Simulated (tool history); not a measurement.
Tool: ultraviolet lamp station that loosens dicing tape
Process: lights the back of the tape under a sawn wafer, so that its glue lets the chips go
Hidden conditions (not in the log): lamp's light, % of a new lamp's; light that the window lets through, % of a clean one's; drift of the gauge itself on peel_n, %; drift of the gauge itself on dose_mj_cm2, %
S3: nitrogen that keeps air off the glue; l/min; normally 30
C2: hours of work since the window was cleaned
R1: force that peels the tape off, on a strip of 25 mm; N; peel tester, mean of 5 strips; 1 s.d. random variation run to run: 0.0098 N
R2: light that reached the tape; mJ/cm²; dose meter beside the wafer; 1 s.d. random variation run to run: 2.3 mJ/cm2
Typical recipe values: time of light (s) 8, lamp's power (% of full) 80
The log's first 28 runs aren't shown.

Run 29, hour 1715.1: usual settings but time of light (s) 13, lamp's power (% of full) 92; hours of work of the lamp 1013; C2 308. Result: R1 0.186 N, R2 335 mJ/cm².
At hour 1790.8: window cleaned of glue's vapour.
Run 30, hour 1790.8: usual settings but time of light (s) 14, lamp's power (% of full) 92; hours of work of the lamp 1055; C2 0. Result: R1 0.141 N, R2 376 mJ/cm².
Run 31, hour 1876.6: usual settings but time of light (s) 12, lamp's power (% of full) 75; hours of work of the lamp 1104; C2 48. Result: R1 0.316 N, R2 259 mJ/cm².
Run 32, hour 1935.5: usual settings but time of light (s) 6, lamp's power (% of full) 93; hours of work of the lamp 1137; C2 82. Result: R1 1.037 N, R2 163 mJ/cm².
Run 33, hour 2007.3: usual settings but time of light (s) 6, lamp's power (% of full) 69, S3 26 l/min; hours of work of the lamp 1177; C2 122. Result: R1 1.980 N, R2 115 mJ/cm².
Run 34, hour 2088.7: usual settings but lamp's power (% of full) 85, S3 48 l/min; hours of work of the lamp 1223; C2 168. Result: R1 0.591 N, R2 184 mJ/cm².
Run 35, hour 2163.2: usual settings but time of light (s) 6, S3 24 l/min; hours of work of the lamp 1265; C2 210. Result: R1 1.735 N, R2 134 mJ/cm².
Run 36, hour 2234.0: usual settings but time of light (s) 5, lamp's power (% of full) 64, S3 29 l/min; hours of work of the lamp 1305; C2 250. Result: R1 2.954 N, R2 86 mJ/cm².
Run 37, hour 2279.4: usual settings but time of light (s) 5, lamp's power (% of full) 91, S3 29 l/min; hours of work of the lamp 1331; C2 276. Result: R1 1.849 N, R2 119 mJ/cm².
Run 38, hour 2344.2: usual settings but time of light (s) 11, lamp's power (% of full) 78; hours of work of the lamp 1368; C2 312. Result: R1 0.486 N, R2 224 mJ/cm².
Run 39, hour 2380.8: usual settings but time of light (s) 4, lamp's power (% of full) 82, S3 10 l/min; hours of work of the lamp 1388; C2 333. Result: R1 3.919 N, R2 84 mJ/cm².
At hour 2415.3: window cleaned of glue's vapour.
Run 40, hour 2467.6: usual settings but time of light (s) 7, lamp's power (% of full) 81, S3 32 l/min; hours of work of the lamp 1437; C2 29. Result: R1 1.112 N, R2 153 mJ/cm².
Run 41, hour 2545.4: usual settings but time of light (s) 7, lamp's power (% of full) 81, S3 32 l/min; hours of work of the lamp 1481; C2 73. Result: R1 1.134 N, R2 151 mJ/cm².

What if the next run were any one of these 3? Each begins from the tool's condition after run 41:
Run A, hour 2624.6: usual settings but time of light (s) 9, S3 32 l/min; hours of work of the lamp 1525; C2 118. Result: R1 ?, R2 ?.
Run B, hour 2624.6: usual settings but time of light (s) 6; hours of work of the lamp 1525; C2 118. Result: R1 ?, R2 ?.
Run C, hour 2624.6: usual settings but time of light (s) 12, lamp's power (% of full) 96, S3 13 l/min; hours of work of the lamp 1525; C2 118. Result: R1 ?, R2 ?.

run     R1   R2
  A  0.720  186
  B  1.723  123
  C  0.381  299
Take away the tool's hidden state, keep each run's random variation, and the runs would have read:
run     R1   R2
  A  0.298  264
  B  0.868  174
  C  0.160  424
